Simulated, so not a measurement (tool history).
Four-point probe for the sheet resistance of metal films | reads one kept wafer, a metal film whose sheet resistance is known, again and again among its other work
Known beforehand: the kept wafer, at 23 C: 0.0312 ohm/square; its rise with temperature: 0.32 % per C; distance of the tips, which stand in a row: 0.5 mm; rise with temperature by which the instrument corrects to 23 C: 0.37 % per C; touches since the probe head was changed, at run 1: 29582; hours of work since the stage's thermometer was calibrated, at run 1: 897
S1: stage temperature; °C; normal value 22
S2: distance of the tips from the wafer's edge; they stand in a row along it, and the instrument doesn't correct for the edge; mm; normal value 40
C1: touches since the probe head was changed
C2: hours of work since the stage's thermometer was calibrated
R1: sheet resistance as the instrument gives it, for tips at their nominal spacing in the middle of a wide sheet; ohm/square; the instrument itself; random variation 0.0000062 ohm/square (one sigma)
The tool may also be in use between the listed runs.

| run | hour | S1 | S2 | C1 | C2 | R1 |
|---|---|---|---|---|---|---|
| 1 | 0.0 | 22 | 40 | 29582 | 897 | 0.031226 |
| 2 | 26.8 | 20 | 40 | 30206 | 914 | 0.031242 |
| 3 | 68.3 | 22 | 40 | 31171 | 941 | 0.031215 |
| 4 | 122.3 | 22 | 40 | 32431 | 976 | 0.031215 |
| 5 | 158.3 | 22 | 40 | 33268 | 1000 | 0.031215 |
| 6 | 203.3 | 22 | 40 | 34317 | 1029 | 0.031228 |
| 7 | 239.2 | 22 | 40 | 35154 | 1052 | 0.031215 |
| 8 | 289.2 | 22 | 40 | 36318 | 1085 | 0.031218 |
| 9 | 324.1 | 27 | 40 | 37131 | 1108 | 0.031148 |
| 10 | 360.6 | 27 | 40 | 37981 | 1131 | 0.031142 |
| 11 | 403.6 | 27 | 40 | 38982 | 1159 | 0.031138 |
| 12 | 463.8 | 31 | 40 | 40385 | 1199 | 0.031079 |
| 13 | 508.8 | 31 | 40 | 41432 | 1228 | 0.031080 |
| 14 | 572.8 | 31 | 40 | 42922 | 1270 | 0.031088 |
| 15 | 612.5 | 27 | 40 | 43848 | 1295 | 0.031151 |
| 16 | 648.1 | 26 | 40 | 44676 | 1319 | 0.031155 |
| 17 | 710.1 | 22 | 6 | 46122 | 1359 | 0.031344 |
| 18 | 749.6 | 22 | 40 | 47040 | 1385 | 0.031221 |
| 19 | 798.8 | 22 | 11 | 48186 | 1417 | 0.031241 |
| 20 | 845.3 | 22 | 3 | 49269 | 1447 | 0.031672 |
| 21 | 878.3 | 22 | 39 | 50039 | 1469 | 0.031215 |
| 22 | 914.2 | 28 | 37 | 50875 | 1492 | 0.031123 |
| 23 | 954.7 | 28 | 37 | 51817 | 1518 | 0.031124 |
| 24 | 1005.8 | 21 | 10 | 53008 | 1552 | 0.031266 |
| 25 | 1061.3 | 20 | 11 | 54301 | 1588 | 0.031273 |
| 26 | 1113.3 | 29 | 17 | 55513 | 1622 | 0.031124 |

The next listed run, before its measurement:
| 27 | 1174.6 | 26 | 5 | 56941 | 1661 | ? |

Run 27 produced R1 0.031315 ohm/square.
With the hidden condition absent and the run-to-run variation left alone, this run would have shown R1 0.031316 ohm/square.

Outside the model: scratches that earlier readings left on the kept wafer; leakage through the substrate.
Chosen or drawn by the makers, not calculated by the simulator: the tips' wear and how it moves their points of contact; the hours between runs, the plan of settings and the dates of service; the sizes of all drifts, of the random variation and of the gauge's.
